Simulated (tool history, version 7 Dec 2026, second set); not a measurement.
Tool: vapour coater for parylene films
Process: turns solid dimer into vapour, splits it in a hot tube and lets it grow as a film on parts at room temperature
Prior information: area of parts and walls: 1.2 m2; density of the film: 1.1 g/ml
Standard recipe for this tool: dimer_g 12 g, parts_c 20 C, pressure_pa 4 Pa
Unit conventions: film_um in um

run	day	dimer_g	parts_c	pressure_pa	film_um
1	0	12	20	4	5.81
2	2.733	12	20	4.43	5.69
3	4.688	15	20	4	7.21
4	7.271	12	26	4	4.93
5	10.229	12	26	4	4.92
6	12.225	12	20	4	5.67
7	15.567	12	20	4	5.62
# day 16.267: trap's valve overhauled
8	19.196	5	20	4	2.42
9	22.112	12	12	4	6.99
10	25.029	12	12	4	6.94
11	27.654	12	20	4	5.76
12	30.458	12	20	4	5.73
13	32.658	12	20	4	5.65
14	36.188	12	20	4	5.64
15	39.408	12	20	4	5.58
# day 40.488: trap's valve overhauled
16	41.175	12	20	4	5.78
17	43.254	12	20	3.82	5.87
18	46.388	8	15	5.23	4.09
19	50.075	8	15	5.23	4.06
20	53.367	8	15	3.02	4.51
21	55.333	14	20	3.21	6.92

What will run 22 give?
# day 57.012: table's thermometer calibrated
22	58.608	14	20	3.21	?

film_um: 7.07 um
Had the tool carried no hidden state, the very same run would have given film_um 7.29 um.

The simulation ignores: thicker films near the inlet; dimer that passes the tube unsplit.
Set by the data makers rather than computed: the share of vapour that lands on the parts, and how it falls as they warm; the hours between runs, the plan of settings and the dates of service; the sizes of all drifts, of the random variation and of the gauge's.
